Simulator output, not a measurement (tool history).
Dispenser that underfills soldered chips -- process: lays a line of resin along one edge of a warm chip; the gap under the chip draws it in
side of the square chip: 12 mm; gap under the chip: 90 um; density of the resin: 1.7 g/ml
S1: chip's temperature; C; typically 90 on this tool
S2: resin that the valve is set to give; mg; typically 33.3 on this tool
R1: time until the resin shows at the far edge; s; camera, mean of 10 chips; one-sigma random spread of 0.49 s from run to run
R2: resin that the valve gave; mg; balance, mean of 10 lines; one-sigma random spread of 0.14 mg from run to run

{"run": 1, "hour": 0.0, "S1": 90, "S2": 33.3, "R1": 45.6, "R2": 33.11}
{"hour": 6.7, "done": "new syringe of resin"}
{"run": 2, "hour": 6.7, "S1": 90, "S2": 33.3, "R1": 39.6, "R2": 32.99}
{"run": 3, "hour": 14.9, "S1": 90, "S2": 33.3, "R1": 51.2, "R2": 32.87}
{"hour": 17.9, "done": "new syringe of resin"}
{"run": 4, "hour": 19.0, "S1": 90, "S2": 33.3, "R1": 42.3, "R2": 32.74}
{"run": 5, "hour": 25.1, "S1": 90, "S2": 33.3, "R1": 50.6, "R2": 32.73}
{"hour": 29.4, "done": "new syringe of resin"}
{"run": 6, "hour": 29.9, "S1": 90, "S2": 33.3, "R1": 40.1, "R2": 32.5}
{"run": 7, "hour": 34.9, "S1": 90, "S2": 33.3, "R1": 47.9, "R2": 32.68}
{"run": 8, "hour": 38.8, "S1": 95, "S2": 33.3, "R1": 46.4, "R2": 32.45}
{"hour": 40.4, "done": "new syringe of resin"}
{"run": 9, "hour": 45.1, "S1": 95, "S2": 33.3, "R1": 40.8, "R2": 32.93}
{"run": 10, "hour": 49.6, "S1": 95, "S2": 33.3, "R1": 47.6, "R2": 32.37}
{"hour": 51.6, "done": "new syringe of resin"}
{"run": 11, "hour": 53.7, "S1": 95, "S2": 33.3, "R1": 37.9, "R2": 32.31}
{"run": 12, "hour": 60.1, "S1": 90, "S2": 33.3, "R1": 52.7, "R2": 32.71}
{"hour": 62.5, "done": "new syringe of resin"}
{"run": 13, "hour": 67.7, "S1": 90, "S2": 33.3, "R1": 48.3, "R2": 32.58}
{"run": 14, "hour": 72.0, "S1": 90, "S2": 32.8, "R1": 54.4, "R2": 31.71}
{"hour": 73.6, "done": "new syringe of resin"}
{"run": 15, "hour": 78.1, "S1": 90, "S2": 32.8, "R1": 45.6, "R2": 31.68}
{"hour": 85.1, "done": "new syringe of resin"}
{"run": 16, "hour": 85.4, "S1": 90, "S2": 32.8, "R1": 41.4, "R2": 31.77}
{"run": 17, "hour": 90.3, "S1": 90, "S2": 33.3, "R1": 47.4, "R2": 32.48}
{"run": 18, "hour": 94.8, "S1": 90, "S2": 33.3, "R1": 55, "R2": 32.07}
{"hour": 96.2, "done": "new syringe of resin"}
{"run": 19, "hour": 98.5, "S1": 102, "S2": 38.4, "R1": 31.4, "R2": 37.26}
{"run": 20, "hour": 104.6, "S1": 90, "S2": 33.3, "R1": 53.6, "R2": 32.33}
{"hour": 106.4, "done": "dispensing valve cleaned and set on the balance"}
{"hour": 108.1, "done": "new syringe of resin"}
{"run": 21, "hour": 109.2, "S1": 90, "S2": 35.5, "R1": 41.3, "R2": 35.56}
{"run": 22, "hour": 112.9, "S1": 90, "S2": 33.2, "R1": 47.6, "R2": 32.84}
{"hour": 119.1, "done": "new syringe of resin"}
{"run": 23, "hour": 119.3, "S1": 90, "S2": 36.3, "R1": 39.6, "R2": 36.37}
{"run": 24, "hour": 125.1, "S1": 87, "S2": 34.1, "R1": 53.3, "R2": 33.76}
{"hour": 130.3, "done": "new syringe of resin"}
{"run": 25, "hour": 130.6, "S1": 89, "S2": 33.3, "R1": 41.3, "R2": 33}
{"run": 26, "hour": 138.0, "S1": 82, "S2": 40, "R1": 63.3, "R2": 39.68}
{"hour": 141.4, "done": "new syringe of resin"}
{"run": 27, "hour": 146.0, "S1": 82, "S2": 40, "R1": 56.9, "R2": 39.7}
{"run": 28, "hour": 151.4, "S1": 82, "S2": 40, "R1": 68.5, "R2": 39.72}
{"hour": 152.7, "done": "new syringe of resin"}
{"run": 29, "hour": 158.6, "S1": 82, "S2": 40, "R1": 58.6, "R2": 39.5}
{"hour": 163.9, "done": "new syringe of resin"}
{"run": 30, "hour": 166.6, "S1": 82, "S2": 40, "R1": 53.8, "R2": 39.43}
{"run": 31, "hour": 170.3, "S1": 82, "S2": 40, "R1": 60.6, "R2": 39.51}
{"run": 32, "hour": 174.1, "S1": 82, "S2": 40, "R1": 68.1, "R2": 39.01}
{"hour": 175.0, "done": "new syringe of resin"}
{"run": 33, "hour": 179.7, "S1": 95, "S2": 35, "R1": 40.9, "R2": 34.54}
{"run": 34, "hour": 184.7, "S1": 95, "S2": 35, "R1": 47.7, "R2": 34.43}
{"hour": 186.0, "done": "new syringe of resin"}
{"run": 35, "hour": 190.6, "S1": 95, "S2": 35, "R1": 41.5, "R2": 34.47}

3 ways to go on from here, each from the tool as it stands after run 35. What would each give?
{"hour": 197.2, "done": "new syringe of resin"}
{"run": "A", "hour": 198.6, "S1": 90, "S2": 33.3, "R1": "?", "R2": "?"}
{"hour": 197.2, "done": "new syringe of resin"}
{"run": "B", "hour": 198.6, "S1": 78, "S2": 31.3, "R1": "?", "R2": "?"}
{"hour": 197.2, "done": "new syringe of resin"}
{"run": "C", "hour": 198.6, "S1": 93, "S2": 28.3, "R1": "?", "R2": "?"}

run=A R1=44.5 R2=32.67
run=B R1=60.4 R2=30.5
run=C R1=41.5 R2=27.75
Had the tool no hidden state, the same runs would have come out as:
run=A R1=40.1 R2=33.41
run=B R1=54.2 R2=31.19
run=C R1=37.2 R2=28.38

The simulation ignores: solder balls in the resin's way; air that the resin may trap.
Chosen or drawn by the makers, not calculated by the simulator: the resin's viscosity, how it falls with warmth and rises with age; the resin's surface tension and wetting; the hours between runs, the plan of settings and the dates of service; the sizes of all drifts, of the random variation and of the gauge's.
